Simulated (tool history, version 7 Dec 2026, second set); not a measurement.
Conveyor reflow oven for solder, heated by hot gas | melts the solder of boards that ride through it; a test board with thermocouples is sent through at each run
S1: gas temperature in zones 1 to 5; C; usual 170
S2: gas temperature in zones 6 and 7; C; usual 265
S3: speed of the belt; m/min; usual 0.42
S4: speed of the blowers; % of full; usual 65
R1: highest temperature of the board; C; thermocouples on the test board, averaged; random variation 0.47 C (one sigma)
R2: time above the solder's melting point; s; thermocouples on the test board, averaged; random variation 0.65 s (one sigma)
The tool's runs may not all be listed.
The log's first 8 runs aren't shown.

run   hour   S1   S2     S3  S4     R1    R2
  9   55.9  170  265   0.42  82  250.2    71
 10   61.6  170  265   0.42  82  250.9    72
 11   67.1  170  265   0.42  65  246.6  67.6
 12   74.8  170  265   0.42  65    247  66.6
 13   83.2  170  269   0.42  65  249.9  70.6
 14   92.5  170  269   0.42  65  250.8  71.3
 15   98.8  170  277   0.42  65  257.1  77.3
 16  108.8  170  277   0.42  65    258  78.5
 17  113.3  173  271  0.401  75  256.3  81.4
 18  122.8  170  262  0.469  65  240.3  50.9
 19  131.3  170  262  0.469  65  239.5  51.7
 20  138.6  170  262  0.386  65  247.7  75.4
 21    143  169  262  0.386  76  249.3  79.2
 22  148.9  169  262  0.386  76  248.7  76.4
 23  154.8  169  262  0.386  76  250.1  75.9
 24  162.8  157  262  0.386  69    246  67.2
 25  172.1  157  262  0.386  69  245.6  67.4
 26  178.9  170  265  0.443  65  245.1  60.7
 27    185  170  270  0.392  65  253.9  79.3
 28  193.3  170  270  0.353  65  256.1  92.8

Run 29 comes next. What will it give?
 29  200.3  170  270  0.353  65   ?   ?

R1: 257 C
R2: 93.7 s
Without the tool's hidden state the same run would have given R1 258.4 C, R2 95.3 s.
